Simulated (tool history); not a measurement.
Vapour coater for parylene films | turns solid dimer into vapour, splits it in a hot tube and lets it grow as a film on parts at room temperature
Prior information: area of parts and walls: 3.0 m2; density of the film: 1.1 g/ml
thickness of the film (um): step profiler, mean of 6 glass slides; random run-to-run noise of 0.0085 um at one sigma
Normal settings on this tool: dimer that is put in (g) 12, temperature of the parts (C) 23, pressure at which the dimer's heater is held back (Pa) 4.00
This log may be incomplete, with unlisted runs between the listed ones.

run,hour,dimer that is put in (g),temperature of the parts (C),pressure at which the dimer's heater is held back (Pa),thickness of the film (um)
1,0.0,12,23,4.00,2.445
2,46.5,12,23,4.00,2.433
3,75.2,12,23,4.00,2.424
4,111.0,12,23,4.00,2.435
5,142.8,12,18,4.00,2.625
6,198.2,12,18,4.00,2.622
7,229.8,16,34,4.00,2.654
8,282.0,16,34,4.00,2.640
9,308.3,16,34,4.00,2.626
10,353.2,7,24,4.00,1.372
11,404.7,12,23,2.19,2.480
12,432.1,13,28,2.19,2.456

What if the next run were any one of these 3? Each begins from the tool's condition after run 12:
A,456.3,12,23,5.48,?
B,456.3,20,29,4.06,?
C,456.3,7,23,4.00,?

run,thickness of the film (um)
A,2.326
B,3.560
C,1.385
What these runs would have given with no unlogged condition in the tool:
run,thickness of the film (um)
A,2.441
B,3.735
C,1.453

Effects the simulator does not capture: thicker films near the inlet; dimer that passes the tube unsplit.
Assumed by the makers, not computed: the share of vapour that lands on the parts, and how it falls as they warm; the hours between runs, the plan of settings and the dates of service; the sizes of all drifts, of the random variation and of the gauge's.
